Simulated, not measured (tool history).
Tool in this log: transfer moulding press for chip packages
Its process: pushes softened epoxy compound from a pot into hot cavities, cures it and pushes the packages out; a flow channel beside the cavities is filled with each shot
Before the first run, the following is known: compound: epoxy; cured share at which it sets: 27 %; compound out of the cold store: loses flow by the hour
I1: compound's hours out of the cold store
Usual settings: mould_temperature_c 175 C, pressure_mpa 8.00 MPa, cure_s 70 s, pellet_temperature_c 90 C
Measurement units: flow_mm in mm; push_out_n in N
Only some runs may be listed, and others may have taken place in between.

Run 1, day 0.000: usual settings; I1 40.1. Result: flow_mm 574.6 mm, push_out_n 436 N.
Run 2, day 0.317: usual settings; I1 41.3. Result: flow_mm 569.9 mm, push_out_n 598 N.
Run 3, day 0.658: usual settings but pellet_temperature_c 100 C; I1 34.6. Result: flow_mm 584.3 mm, push_out_n 721 N.
Run 4, day 1.171: usual settings but pressure_mpa 7.86 MPa; I1 11.5. Result: flow_mm 637.3 mm, push_out_n 830 N.
Run 5, day 1.779: usual settings but pressure_mpa 7.86 MPa; I1 10.7. Result: flow_mm 640.2 mm, push_out_n 905 N.
At day 2.112: cavities cleaned with cleaning compound and waxed.
Run 6, day 2.521: usual settings but pressure_mpa 7.86 MPa; I1 9.0. Result: flow_mm 642.0 mm, push_out_n 649 N.
Run 7, day 3.125: usual settings but pressure_mpa 7.86 MPa, pellet_temperature_c 96 C; I1 15.5. Result: flow_mm 623.8 mm, push_out_n 782 N.
Run 8, day 3.400: usual settings but mould_temperature_c 174 C; I1 22.4. Result: flow_mm 615.1 mm, push_out_n 881 N.
Run 9, day 4.054: usual settings but pellet_temperature_c 88 C; I1 29.8. Result: flow_mm 594.4 mm, push_out_n 840 N.
At day 4.212: cavities cleaned with cleaning compound and waxed.
Run 10, day 4.700: usual settings; I1 20.7. Result: flow_mm 614.0 mm, push_out_n 679 N.
At day 5.208: plunger's sealing rings changed.
Run 11, day 5.221: usual settings; I1 23.3. Result: flow_mm 625.1 mm, push_out_n 747 N.
Run 12, day 5.904: usual settings; I1 16.1. Result: flow_mm 644.1 mm, push_out_n 853 N.
At day 6.412: cavities cleaned with cleaning compound and waxed.
Run 13, day 6.646: usual settings; I1 45.4. Result: flow_mm 568.9 mm, push_out_n 561 N.
Run 14, day 7.108: usual settings; I1 11.8. Result: flow_mm 651.2 mm, push_out_n 755 N.
Run 15, day 7.658: usual settings but mould_temperature_c 178 C, cure_s 88 s; I1 47.8. Result: flow_mm 553.4 mm, push_out_n 674 N.
At day 7.783: mould's thermocouples calibrated.
Run 16, day 8.267: usual settings but mould_temperature_c 178 C, pellet_temperature_c 91 C; I1 29.1. Result: flow_mm 597.2 mm, push_out_n 821 N.
At day 8.600: cavities cleaned with cleaning compound and waxed.
Run 17, day 8.633: usual settings but cure_s 64 s; I1 9.2. Result: flow_mm 658.4 mm, push_out_n 577 N.
Run 18, day 9.092: usual settings but mould_temperature_c 172 C, cure_s 64 s, pellet_temperature_c 93 C; I1 29.3. Result: flow_mm 615.4 mm, push_out_n 939 N.
Run 19, day 9.383: usual settings but mould_temperature_c 180 C, pressure_mpa 6.31 MPa, cure_s 64 s, pellet_temperature_c 91 C; I1 13.6. Result: flow_mm 558.0 mm, push_out_n 688 N.
Run 20, day 10.042: usual settings but mould_temperature_c 180 C, pressure_mpa 6.31 MPa, cure_s 64 s, pellet_temperature_c 91 C; I1 32.2. Result: flow_mm 516.5 mm, push_out_n 794 N.
Run 21, day 10.429: usual settings but mould_temperature_c 180 C, pressure_mpa 6.31 MPa, cure_s 64 s, pellet_temperature_c 91 C; I1 12.4. Result: flow_mm 559.4 mm, push_out_n 857 N.
At day 10.738: cavities cleaned with cleaning compound and waxed.
Run 22, day 11.162: usual settings but mould_temperature_c 168 C, pressure_mpa 6.81 MPa, cure_s 64 s, pellet_temperature_c 91 C; I1 21.8. Result: flow_mm 598.0 mm, push_out_n 1282 N.
Run 23, day 11.450: usual settings but mould_temperature_c 182 C, pressure_mpa 7.56 MPa, cure_s 91 s, pellet_temperature_c 82 C; I1 45.1. Result: flow_mm 531.1 mm, push_out_n 592 N.
At day 11.562: mould's thermocouples calibrated, once more.
Run 24, day 11.942: usual settings but mould_temperature_c 172 C, pressure_mpa 6.68 MPa, cure_s 63 s, pellet_temperature_c 82 C; I1 11.9. Result: flow_mm 594.1 mm, push_out_n 1164 N.
Run 25, day 12.512: usual settings but mould_temperature_c 182 C, pressure_mpa 6.68 MPa, cure_s 63 s, pellet_temperature_c 97 C; I1 14.3. Result: flow_mm 557.0 mm, push_out_n 734 N.
At day 12.942: cavities cleaned with cleaning compound and waxed.
Run 26, day 13.000: usual settings but mould_temperature_c 182 C, pressure_mpa 6.68 MPa, cure_s 63 s, pellet_temperature_c 97 C; I1 47.3. Result: flow_mm 487.5 mm, push_out_n 409 N.
Run 27, day 13.279: usual settings but mould_temperature_c 182 C, cure_s 53 s, pellet_temperature_c 83 C; I1 28.5. Result: flow_mm 578.2 mm, push_out_n 634 N.

Each row is a separate what-if for the run after 27, all from the same tool condition, not one after another. Results?
Run A, day 13.904: usual settings but mould_temperature_c 182 C, pressure_mpa 9.94 MPa, cure_s 53 s, pellet_temperature_c 83 C; I1 34.2. Result: flow_mm ?, push_out_n ?.
Run B, day 13.904: usual settings but pellet_temperature_c 95 C; I1 47.2. Result: flow_mm ?, push_out_n ?.
Run C, day 13.904: usual settings but mould_temperature_c 182 C, cure_s 53 s; I1 11.1. Result: flow_mm ?, push_out_n ?.
Run D, day 13.904: usual settings but pressure_mpa 8.31 MPa, pellet_temperature_c 92 C; I1 28.6. Result: flow_mm ?, push_out_n ?.

run  flow_mm  push_out_n
  A    626.8         814
  B    551.0         747
  C    617.3         784
  D    604.4         763
Take away the tool's hidden state, keep each run's random variation, and the runs would have read:
run  flow_mm  push_out_n
  A    641.2         470
  B    563.8         432
  C    631.5         451
  D    618.4         441

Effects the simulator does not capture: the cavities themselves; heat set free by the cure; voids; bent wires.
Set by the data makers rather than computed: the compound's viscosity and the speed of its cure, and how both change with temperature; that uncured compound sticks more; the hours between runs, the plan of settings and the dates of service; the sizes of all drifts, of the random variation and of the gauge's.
